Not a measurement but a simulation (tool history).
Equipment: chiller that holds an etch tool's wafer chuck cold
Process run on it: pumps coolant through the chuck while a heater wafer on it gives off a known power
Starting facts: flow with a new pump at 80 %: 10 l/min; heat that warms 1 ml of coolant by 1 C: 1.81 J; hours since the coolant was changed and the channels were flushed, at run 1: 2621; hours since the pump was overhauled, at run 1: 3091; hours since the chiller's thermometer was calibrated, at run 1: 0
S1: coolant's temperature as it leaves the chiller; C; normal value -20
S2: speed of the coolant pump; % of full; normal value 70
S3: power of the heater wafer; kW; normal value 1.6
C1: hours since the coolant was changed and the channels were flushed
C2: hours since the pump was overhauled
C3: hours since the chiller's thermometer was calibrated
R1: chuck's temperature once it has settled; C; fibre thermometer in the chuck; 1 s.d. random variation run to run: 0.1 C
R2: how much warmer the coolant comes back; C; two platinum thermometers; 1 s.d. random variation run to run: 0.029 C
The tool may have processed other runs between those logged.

run,hour,S1,S2,S3,C1,C2,C3,R1,R2
1,0,-20,70,1.6,2621,3091,0,-4.6,6.06
2,90.6,-20,70,1.6,2711,3182,91,-4.5,6.07
3,137.3,-20,70,1.798,2758,3229,137,-2.6,6.84
4,183.9,-20,70,1.817,2805,3275,184,-2.5,6.92
5,250.1,-20,70,1.817,2871,3341,250,-2.3,6.93
6,290.7,-23,70,1.6,2911,3382,291,-7.5,6.09
7,375.5,-23,70,1.6,2996,3467,375,-7.4,6.07
8,429.8,-23,70,1.6,3050,3521,430,-7.4,6.06
9,493.9,-13,70,1.6,3115,3585,494,2.6,6.09
10,568.5,-13,70,1.6,3189,3660,568,2.5,6.06
11,617.7,-13,70,1.6,3238,3709,618,2.4,6.06
12,684.8,-20,70,1.6,3305,3776,685,-4.5,6.05
13,751.4,-20,70,1.6,3372,3843,751,-4.4,6.07
14,804.1,-20,70,1.6,3425,3895,804,-4.4,6.03
15,843,-20,70,1.6,3464,3934,843,-4.5,6.05
16,891.4,-20,70,1.6,3512,3983,891,-4.3,6.05
17,963.1,-20,70,1.6,3584,4054,963,-4.3,6.05
18,1008,-19,81,1.573,3629,4099,1008,-5.5,5.17
19,1054.8,-19,64,1.573,3675,4146,1055,-2.5,6.53
20,1100.6,-19,64,1.573,3721,4192,1101,-2.7,6.52
21,1140.5,-24,79,1.978,3761,4232,1140,-6.6,6.66
22,1198.2,-26,73,1.325,3819,4289,1198,-13.5,4.84
23,1238.3,-14,79,0.942,3859,4330,1238,-5.7,3.19
24,1290.2,-16,70,0.859,3911,4381,1290,-7.6,3.28
25,1359.1,-16,70,0.859,3980,4450,1359,-7.7,3.2
26,1442.6,-16,70,2.342,4063,4534,1443,6.7,8.93
27,1488.5,-16,70,2.342,4109,4580,1488,6.7,8.87
28,1527.2,-12,68,1.747,4148,4618,1527,5.4,6.84
29,1584.9,-12,68,1.747,4206,4676,1585,5.5,6.75
30,1666.7,-26,70,1.242,4287,4758,1667,-14,4.67
31,1712.4,-26,70,1.242,4333,4804,1712,-14.1,4.73
32,1797.9,-27,87,2.223,4419,4889,1798,-9,6.79
33,1868.8,-28,74,1.6,4489,4960,1869,-13.2,5.73

Below are 3 alternative next runs, each starting from the tool's condition after run 33. Predict each:
A,1907.4,-20,63,1.6,4528,4999,1907,?,?
B,1907.4,-26,74,1.6,4528,4999,1907,?,?
C,1907.4,-17,93,0.813,4528,4999,1907,?,?

run,R1,R2
A,-2.9,6.71
B,-11,5.74
C,-10.8,2.36
The same runs, with their run-to-run variation unchanged, on a tool lacking any hidden condition would have given:
run,R1,R2
A,-2.9,6.71
B,-11,5.74
C,-10.8,2.36
